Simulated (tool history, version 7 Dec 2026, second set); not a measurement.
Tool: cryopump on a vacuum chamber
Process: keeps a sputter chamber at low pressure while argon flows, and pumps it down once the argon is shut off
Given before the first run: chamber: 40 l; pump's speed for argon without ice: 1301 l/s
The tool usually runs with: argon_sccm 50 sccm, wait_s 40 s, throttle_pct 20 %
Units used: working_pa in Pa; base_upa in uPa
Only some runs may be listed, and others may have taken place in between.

Run 1, hour 0.0: usual settings. Result: working_pa 0.3294 Pa, base_upa 4.23 uPa.
Run 2, hour 102.9: usual settings. Result: working_pa 0.3293 Pa, base_upa 4.41 uPa.
Run 3, hour 174.1: usual settings. Result: working_pa 0.3318 Pa, base_upa 4.56 uPa.
Run 4, hour 284.8: usual settings but argon_sccm 32 sccm. Result: working_pa 0.2161 Pa, base_upa 4.68 uPa.
Run 5, hour 340.0: usual settings but argon_sccm 32 sccm. Result: working_pa 0.2180 Pa, base_upa 4.93 uPa.
Run 6, hour 410.7: usual settings but wait_s 25 s. Result: working_pa 0.3421 Pa, base_upa 6.49 uPa.
Run 7, hour 472.3: usual settings but argon_sccm 74 sccm, wait_s 25 s. Result: working_pa 0.5097 Pa, base_upa 6.67 uPa.
At hour 522.2: pump warmed up, emptied and cooled again.
Run 8, hour 553.3: usual settings but argon_sccm 74 sccm, wait_s 25 s. Result: working_pa 0.4811 Pa, base_upa 6.01 uPa.
Run 9, hour 633.4: usual settings but argon_sccm 74 sccm, wait_s 25 s. Result: working_pa 0.4867 Pa, base_upa 6.13 uPa.
Run 10, hour 696.4: usual settings but wait_s 186 s. Result: working_pa 0.3282 Pa, base_upa 2.56 uPa.
Run 11, hour 802.1: usual settings but wait_s 137 s. Result: working_pa 0.3352 Pa, base_upa 2.97 uPa.
Run 12, hour 881.9: usual settings but wait_s 137 s. Result: working_pa 0.3395 Pa, base_upa 3.12 uPa.
Run 13, hour 974.4: usual settings but argon_sccm 75 sccm. Result: working_pa 0.5104 Pa, base_upa 5.22 uPa.
Run 14, hour 1074.9: usual settings but argon_sccm 75 sccm. Result: working_pa 0.5175 Pa, base_upa 5.46 uPa.
At hour 1135.3: pump warmed up, emptied and cooled again.
Run 15, hour 1152.7: usual settings but argon_sccm 65 sccm, throttle_pct 35 %. Result: working_pa 0.2424 Pa, base_upa 4.69 uPa.
Run 16, hour 1239.2: usual settings but argon_sccm 65 sccm, throttle_pct 35 %. Result: working_pa 0.2501 Pa, base_upa 4.97 uPa.
Run 17, hour 1343.0: usual settings but argon_sccm 65 sccm, throttle_pct 35 %. Result: working_pa 0.2487 Pa, base_upa 5.19 uPa.
Run 18, hour 1418.0: usual settings but argon_sccm 65 sccm, throttle_pct 35 %. Result: working_pa 0.2548 Pa, base_upa 5.25 uPa.
Run 19, hour 1523.2: usual settings but wait_s 87 s, throttle_pct 27 %. Result: working_pa 0.2556 Pa, base_upa 3.89 uPa.
Run 20, hour 1600.3: usual settings but wait_s 90 s, throttle_pct 26 %. Result: working_pa 0.2668 Pa, base_upa 4.11 uPa.
Run 21, hour 1696.3: usual settings but wait_s 90 s, throttle_pct 26 %. Result: working_pa 0.2719 Pa, base_upa 4.15 uPa.
At hour 1749.7: pump warmed up, emptied and cooled again.
Run 22, hour 1757.9: usual settings but argon_sccm 40 sccm, throttle_pct 34 %. Result: working_pa 0.1543 Pa, base_upa 5.11 uPa.
Run 23, hour 1873.6: usual settings but argon_sccm 49 sccm, wait_s 123 s, throttle_pct 32 %. Result: working_pa 0.2034 Pa, base_upa 3.32 uPa.
Run 24, hour 1942.7: usual settings but argon_sccm 35 sccm, wait_s 226 s, throttle_pct 32 %. Result: working_pa 0.1474 Pa, base_upa 3.06 uPa.
Run 25, hour 2024.3: usual settings but argon_sccm 35 sccm, wait_s 272 s, throttle_pct 39 %. Result: working_pa 0.1240 Pa, base_upa 3.22 uPa.
Run 26, hour 2087.0: usual settings but wait_s 113 s. Result: working_pa 0.3344 Pa, base_upa 3.81 uPa.
Run 27, hour 2178.3: usual settings but throttle_pct 25 %. Result: working_pa 0.2758 Pa, base_upa 5.76 uPa.
Run 28, hour 2231.7: usual settings but argon_sccm 33 sccm, wait_s 197 s, throttle_pct 31 %. Result: working_pa 0.1500 Pa, base_upa 3.73 uPa.

5 options for the next run, each taken on its own from the tool as it stands now. Forecast them:
Run A, hour 2284.1: usual settings but wait_s 170 s, throttle_pct 37 %. Result: working_pa ?, base_upa ?.
Run B, hour 2284.1: usual settings but argon_sccm 91 sccm, wait_s 197 s. Result: working_pa ?, base_upa ?.
Run C, hour 2284.1: usual settings but argon_sccm 28 sccm, wait_s 95 s, throttle_pct 26 %. Result: working_pa ?, base_upa ?.
Run D, hour 2284.1: usual settings but wait_s 45 s. Result: working_pa ?, base_upa ?.
Run E, hour 2284.1: usual settings but argon_sccm 33 sccm, wait_s 31 s, throttle_pct 31 %. Result: working_pa ?, base_upa ?.

run  working_pa  base_upa
  A      0.1950      4.07
  B      0.6230      3.81
  C      0.1504      4.40
  D      0.3477      5.73
  E      0.1519      6.86
Without the tool's unlogged condition, the same runs would have read:
run  working_pa  base_upa
  A      0.1744      0.90
  B      0.5859      0.75
  C      0.1390      1.34
  D      0.3270      2.63
  E      0.1383      3.74

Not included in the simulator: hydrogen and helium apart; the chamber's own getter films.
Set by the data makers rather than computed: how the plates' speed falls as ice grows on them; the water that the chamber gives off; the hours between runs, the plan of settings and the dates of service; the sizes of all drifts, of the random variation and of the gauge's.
